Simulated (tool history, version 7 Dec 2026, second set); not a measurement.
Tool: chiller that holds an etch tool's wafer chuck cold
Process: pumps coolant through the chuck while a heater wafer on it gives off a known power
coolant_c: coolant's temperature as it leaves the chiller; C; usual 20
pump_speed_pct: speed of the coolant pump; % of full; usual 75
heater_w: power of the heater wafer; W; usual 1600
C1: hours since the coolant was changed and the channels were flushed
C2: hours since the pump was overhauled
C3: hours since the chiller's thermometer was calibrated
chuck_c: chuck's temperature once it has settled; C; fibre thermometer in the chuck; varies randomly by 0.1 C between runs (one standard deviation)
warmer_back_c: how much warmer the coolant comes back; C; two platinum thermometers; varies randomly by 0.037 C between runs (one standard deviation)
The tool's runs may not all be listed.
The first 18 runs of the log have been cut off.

{"run": 19, "hour": 2775.3, "coolant_c": 10, "pump_speed_pct": 73, "heater_w": 1600, "C1": 3470, "C2": 5376, "C3": 1785, "chuck_c": 30, "warmer_back_c": 7.95}
{"run": 20, "hour": 2868.3, "coolant_c": 10, "pump_speed_pct": 73, "heater_w": 1600, "C1": 3563, "C2": 5469, "C3": 1878, "chuck_c": 29.9, "warmer_back_c": 7.92}
{"run": 21, "hour": 3004.1, "coolant_c": 20, "pump_speed_pct": 61, "heater_w": 995, "C1": 3699, "C2": 5605, "C3": 2014, "chuck_c": 34.7, "warmer_back_c": 5.84}
{"run": 22, "hour": 3148.5, "coolant_c": 15, "pump_speed_pct": 75, "heater_w": 2065, "C1": 3843, "C2": 5749, "C3": 2158, "chuck_c": 40.4, "warmer_back_c": 9.92}
{"run": 23, "hour": 3357.2, "coolant_c": 19, "pump_speed_pct": 75, "heater_w": 1049, "C1": 4052, "C2": 5958, "C3": 2367, "chuck_c": 32.1, "warmer_back_c": 5.03}
{"run": 24, "hour": 3551.8, "coolant_c": 13, "pump_speed_pct": 75, "heater_w": 1381, "C1": 4246, "C2": 6153, "C3": 2562, "chuck_c": 30.4, "warmer_back_c": 6.6}
{"run": 25, "hour": 3720.2, "coolant_c": 13, "pump_speed_pct": 75, "heater_w": 1381, "C1": 4415, "C2": 6321, "C3": 2730, "chuck_c": 30.5, "warmer_back_c": 6.69}
{"run": 26, "hour": 3836.4, "coolant_c": 13, "pump_speed_pct": 75, "heater_w": 1381, "C1": 4531, "C2": 6437, "C3": 2846, "chuck_c": 30.7, "warmer_back_c": 6.66}
{"run": 27, "hour": 4030.9, "coolant_c": 12, "pump_speed_pct": 85, "heater_w": 1246, "C1": 4726, "C2": 6632, "C3": 3041, "chuck_c": 26.4, "warmer_back_c": 5.31}
{"run": 28, "hour": 4239.7, "coolant_c": 10, "pump_speed_pct": 99, "heater_w": 1966, "C1": 4934, "C2": 6840, "C3": 3250, "chuck_c": 29.9, "warmer_back_c": 7.28}
{"run": 29, "hour": 4356.2, "coolant_c": 10, "pump_speed_pct": 99, "heater_w": 986, "C1": 5051, "C2": 6957, "C3": 3366, "chuck_c": 20.2, "warmer_back_c": 3.68}
{"run": 30, "hour": 4538.8, "coolant_c": 14, "pump_speed_pct": 67, "heater_w": 858, "C1": 5234, "C2": 7140, "C3": 3549, "chuck_c": 26.8, "warmer_back_c": 4.67}

Alternative continuations, all from the tool just after run 30; predict every row:
{"hour": 4582.2, "done": "coolant changed, channels flushed"}
{"run": "A", "hour": 4664.7, "coolant_c": 20, "pump_speed_pct": 79, "heater_w": 810, "C1": 82, "C2": 7260, "C3": 3669, "chuck_c": "?", "warmer_back_c": "?"}
{"hour": 4582.2, "done": "coolant changed, channels flushed"}
{"run": "B", "hour": 4664.7, "coolant_c": 13, "pump_speed_pct": 97, "heater_w": 1625, "C1": 82, "C2": 7260, "C3": 3669, "chuck_c": "?", "warmer_back_c": "?"}
{"hour": 4582.2, "done": "coolant changed, channels flushed"}
{"run": "C", "hour": 4664.7, "coolant_c": 12, "pump_speed_pct": 67, "heater_w": 858, "C1": 82, "C2": 7260, "C3": 3669, "chuck_c": "?", "warmer_back_c": "?"}
{"hour": 4582.2, "done": "coolant changed, channels flushed"}
{"run": "D", "hour": 4664.7, "coolant_c": 20, "pump_speed_pct": 75, "heater_w": 1710, "C1": 82, "C2": 7260, "C3": 3669, "chuck_c": "?", "warmer_back_c": "?"}
{"hour": 4582.2, "done": "coolant changed, channels flushed"}
{"run": "E", "hour": 4664.7, "coolant_c": 14, "pump_speed_pct": 92, "heater_w": 1647, "C1": 82, "C2": 7260, "C3": 3669, "chuck_c": "?", "warmer_back_c": "?"}

run=A chuck_c=29.1 warmer_back_c=3.71
run=B chuck_c=27.9 warmer_back_c=6.21
run=C chuck_c=23 warmer_back_c=4.72
run=D chuck_c=39.3 warmer_back_c=8.37
run=E chuck_c=29.7 warmer_back_c=6.61
Take away the tool's hidden state, keep each run's random variation, and the runs would have read:
run=A chuck_c=28 warmer_back_c=3.45
run=B chuck_c=26.3 warmer_back_c=5.78
run=C chuck_c=21.7 warmer_back_c=4.4
run=D chuck_c=37.5 warmer_back_c=7.79
run=E chuck_c=28.2 warmer_back_c=6.15
